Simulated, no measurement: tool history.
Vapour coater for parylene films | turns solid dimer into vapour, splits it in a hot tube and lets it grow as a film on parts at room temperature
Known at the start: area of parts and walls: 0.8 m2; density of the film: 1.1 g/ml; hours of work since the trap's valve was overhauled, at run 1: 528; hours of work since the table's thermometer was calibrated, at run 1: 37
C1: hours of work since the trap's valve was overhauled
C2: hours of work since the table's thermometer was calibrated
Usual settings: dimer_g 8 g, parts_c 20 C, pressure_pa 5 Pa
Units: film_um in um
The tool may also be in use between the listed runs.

run 1 day=0 | dimer_g=8 parts_c=20 pressure_pa=5 | C1=528 C2=37 | film_um=3.82
run 2 day=1.471 | dimer_g=8 parts_c=20 pressure_pa=5 | C1=542 C2=52 | film_um=3.81
-- day=2.592 trap's valve overhauled
run 3 day=3.392 | dimer_g=8 parts_c=20 pressure_pa=11.13 | C1=8 C2=69 | film_um=3.18
run 4 day=5.338 | dimer_g=8 parts_c=20 pressure_pa=11.13 | C1=27 C2=88 | film_um=3.18
run 5 day=7.367 | dimer_g=8 parts_c=20 pressure_pa=10.41 | C1=46 C2=107 | film_um=3.2
run 6 day=9.775 | dimer_g=8 parts_c=20 pressure_pa=10.41 | C1=70 C2=131 | film_um=3.22
-- day=11.354 trap's valve overhauled, once more
run 7 day=11.354 | dimer_g=5 parts_c=20 pressure_pa=5 | C1=0 C2=144 | film_um=2.57
run 8 day=12.721 | dimer_g=5 parts_c=20 pressure_pa=5 | C1=13 C2=158 | film_um=2.56
run 9 day=13.958 | dimer_g=5 parts_c=20 pressure_pa=5 | C1=25 C2=170 | film_um=2.58
run 10 day=16.192 | dimer_g=5 parts_c=20 pressure_pa=5 | C1=47 C2=191 | film_um=2.6
run 11 day=17.683 | dimer_g=8 parts_c=22 pressure_pa=5 | C1=61 C2=206 | film_um=4
run 12 day=18.85 | dimer_g=8 parts_c=20 pressure_pa=2.73 | C1=73 C2=217 | film_um=4.5
run 13 day=20.375 | dimer_g=6 parts_c=20 pressure_pa=5 | C1=88 C2=232 | film_um=3.06
run 14 day=22.1 | dimer_g=8 parts_c=20 pressure_pa=4.3 | C1=104 C2=249 | film_um=4.19
run 15 day=24.371 | dimer_g=8 parts_c=20 pressure_pa=5 | C1=126 C2=271 | film_um=4.08
run 16 day=25.433 | dimer_g=8 parts_c=16 pressure_pa=5 | C1=137 C2=281 | film_um=4.38
run 17 day=26.967 | dimer_g=8 parts_c=16 pressure_pa=5 | C1=152 C2=296 | film_um=4.44
run 18 day=28.529 | dimer_g=8 parts_c=17 pressure_pa=3.82 | C1=167 C2=311 | film_um=4.46
run 19 day=30.346 | dimer_g=5 parts_c=20 pressure_pa=5 | C1=184 C2=329 | film_um=2.52
run 20 day=31.446 | dimer_g=10 parts_c=28 pressure_pa=10.37 | C1=195 C2=339 | film_um=3.79
run 21 day=32.504 | dimer_g=4 parts_c=14 pressure_pa=6.52 | C1=205 C2=350 | film_um=2.19
run 22 day=34.771 | dimer_g=4 parts_c=14 pressure_pa=6.52 | C1=227 C2=372 | film_um=2.17
run 23 day=35.971 | dimer_g=4 parts_c=14 pressure_pa=6.52 | C1=239 C2=383 | film_um=2.18
run 24 day=38.1 | dimer_g=4 parts_c=14 pressure_pa=6.52 | C1=260 C2=404 | film_um=2.16
run 25 day=40.133 | dimer_g=5 parts_c=23 pressure_pa=2.44 | C1=279 C2=424 | film_um=2.62
run 26 day=42.633 | dimer_g=5 parts_c=23 pressure_pa=2.44 | C1=304 C2=448 | film_um=2.61
run 27 day=44.179 | dimer_g=5 parts_c=23 pressure_pa=2.44 | C1=319 C2=463 | film_um=2.58
run 28 day=45.846 | dimer_g=5 parts_c=23 pressure_pa=2.44 | C1=335 C2=479 | film_um=2.55
run 29 day=46.883 | dimer_g=11 parts_c=25 pressure_pa=2.69 | C1=345 C2=489 | film_um=5.38
run 30 day=49.154 | dimer_g=11 parts_c=25 pressure_pa=2.69 | C1=367 C2=511 | film_um=5.4
run 31 day=51.288 | dimer_g=9 parts_c=19 pressure_pa=2.25 | C1=388 C2=532 | film_um=5.07
run 32 day=52.9 | dimer_g=8 parts_c=13 pressure_pa=4.1 | C1=403 C2=548 | film_um=4.62
run 33 day=55.271 | dimer_g=8 parts_c=13 pressure_pa=4.1 | C1=426 C2=571 | film_um=4.64
run 34 day=57.483 | dimer_g=8 parts_c=13 pressure_pa=4.1 | C1=448 C2=592 | film_um=4.59

Hidden state at the last listed run before each entry between runs and at the first one after, where it differs:
Between runs 2 and 3: trap's valve overhauled (day 2.592)
  vapour lost through the trap's worn valve, %: 7.8 -> 12.9; true temperature of the parts over the reading, C: 0 -> 0.01
  measured less the result without the state, film_um: -0.32 -> -0.48 um
Between runs 6 and 7: trap's valve overhauled, once more (day 11.354)
  vapour lost through the trap's worn valve, %: 13.8 -> 0.1
  measured less the result without the state, film_um: -0.51 -> -0.01 um
